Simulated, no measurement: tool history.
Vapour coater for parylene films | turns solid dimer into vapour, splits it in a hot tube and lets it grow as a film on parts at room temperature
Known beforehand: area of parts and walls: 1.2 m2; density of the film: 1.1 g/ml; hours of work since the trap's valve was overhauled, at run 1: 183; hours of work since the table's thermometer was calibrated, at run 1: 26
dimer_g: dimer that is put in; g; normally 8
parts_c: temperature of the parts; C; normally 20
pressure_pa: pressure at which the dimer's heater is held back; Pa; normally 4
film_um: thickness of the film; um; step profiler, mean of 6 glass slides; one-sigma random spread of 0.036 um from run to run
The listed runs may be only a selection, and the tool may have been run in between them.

run,hour,dimer_g,parts_c,pressure_pa,hours of work since the trap's valve was overhauled,hours of work since the table's thermometer was calibrated,film_um
1,0,8,20,4,183,26,3.72
2,10,6,20,4,189,32,2.77
3,26,11,20,4,198,41,5.14
4,37.1,8,20,9.66,204,47,3.16
5,48.4,3,20,4,210,53,1.36
6,57.8,8,20,4,216,58,3.64
7,70.1,13,16,4,223,65,7.1
8,77.5,9,20,6.68,227,69,3.75
9,88.4,12,20,4,233,75,5.48
10,101.6,12,20,4,240,83,5.51
11,113.5,12,20,4,247,89,5.48
12,124.9,12,20,4,253,96,5.47

Here are 3 independent what-if runs from the current tool condition. What would each one return?
A,140.2,12,24,5.14,262,104,?
B,140.2,11,25,4,262,104,?
C,140.2,12,20,11.88,262,104,?

run,film_um
A,4.42
B,4.03
C,4.57
Without the tool's hidden state the same runs would have given:
run,film_um
A,4.61
B,4.21
C,4.77
